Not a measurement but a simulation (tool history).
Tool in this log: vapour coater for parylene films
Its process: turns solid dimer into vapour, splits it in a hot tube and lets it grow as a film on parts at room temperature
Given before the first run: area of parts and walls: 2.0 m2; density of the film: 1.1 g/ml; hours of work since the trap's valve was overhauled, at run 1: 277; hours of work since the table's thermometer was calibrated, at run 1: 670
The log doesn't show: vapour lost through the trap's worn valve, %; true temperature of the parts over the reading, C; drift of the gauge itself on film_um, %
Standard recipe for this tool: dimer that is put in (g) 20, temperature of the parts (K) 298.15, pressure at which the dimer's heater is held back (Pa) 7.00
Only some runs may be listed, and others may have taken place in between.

run   hour  dimer that is put in (g)  temperature of the parts (K)  pressure at which the dimer's heater is held back (Pa)  hours of work since the trap's valve was overhauled  hours of work since the table's thermometer was calibrated  thickness of the film (µm)
  1    0.0                        20                        298.15                                                    7.00                                                  277                                                         670                        5.92
  2   33.3                        20                        298.15                                                    7.00                                                  296                                                         689                        5.98
  3   76.9                        20                        298.15                                                    7.00                                                  321                                                         714                        5.90
      89.2  -- trap's valve overhauled
  4  116.6                        20                        298.15                                                    7.00                                                   16                                                         734                        6.26
  5  136.6                        20                        298.15                                                    6.13                                                   27                                                         746                        6.27
  6  183.3                        20                        295.15                                                    7.00                                                   53                                                         772                        6.78
  7  224.1                        20                        298.15                                                    2.76                                                   77                                                         795                        6.87
  8  267.3                        20                        298.15                                                    7.00                                                  101                                                         820                        6.15
  9  314.4                        20                        303.15                                                    7.00                                                  128                                                         846                        5.27
 10  336.8                        20                        303.15                                                    7.00                                                  140                                                         859                        5.27
 11  361.7                        20                        298.15                                                    2.50                                                  155                                                         873                        6.89
 12  391.8                        20                        298.15                                                    2.86                                                  172                                                         890                        6.81
 13  437.5                        20                        298.15                                                    2.86                                                  197                                                         916                        6.76
 14  466.8                        20                        298.15                                                    2.86                                                  214                                                         933                        6.73
 15  487.2                        29                        298.15                                                   11.83                                                  226                                                         944                        8.25
 16  513.3                        20                        298.15                                                    7.00                                                  240                                                         959                        6.08
     551.2  -- table's thermometer calibrated
 17  561.0                        20                        304.15                                                    2.26                                                  267                                                           6                        5.56
 18  606.1                        20                        304.15                                                    2.26                                                  292                                                          31                        5.52
 19  627.7                        24                        294.15                                                    2.26                                                  305                                                          43                        9.03
 20  663.6                        26                        303.15                                                    8.59                                                  325                                                          64                        6.31
     669.9  -- trap's valve overhauled
 21  711.1                        24                        299.15                                                    8.59                                                   23                                                          88                        7.01
 22  750.4                         9                        297.15                                                    7.00                                                   46                                                         111                        2.84
 23  771.0                         9                        297.15                                                    7.00                                                   57                                                         122                        2.86
 24  793.4                         9                        297.15                                                    7.00                                                   70                                                         135                        2.84
 25  818.4                        29                        297.15                                                    7.00                                                   84                                                         149                        9.18
 26  864.3                        29                        297.15                                                    9.65                                                  110                                                         175                        8.78
 27  903.6                        20                        295.15                                                    7.61                                                  133                                                         198                        6.51
 28  926.6                        27                        292.15                                                   11.27                                                  146                                                         211                        9.26

Take each entry between the runs: how does the hidden state at the last listed run before it differ from the hidden state at the first listed run after it?
Run 3 -> run 4: trap's valve overhauled (hour 89.2)
  vapour lost through the trap's worn valve, %: 5.9 -> 0.6; true temperature of the parts over the reading, C: -0.54 -> -0.56
  measured result minus the result with no hidden state, thickness of the film (µm): -0.27 -> +0.07
Run 16 -> run 17: table's thermometer calibrated (hour 551.2)
  vapour lost through the trap's worn valve, %: 4.5 -> 4.9; true temperature of the parts over the reading, C: -0.78 -> 0.03
  measured result minus the result with no hidden state, thickness of the film (µm): -0.14 -> -0.29
Run 20 -> run 21: trap's valve overhauled (hour 669.9)
  vapour lost through the trap's worn valve, %: 5.9 -> 0.6; true temperature of the parts over the reading, C: -0.03 -> -0.05
  measured result minus the result with no hidden state, thickness of the film (µm): -0.39 -> -0.04
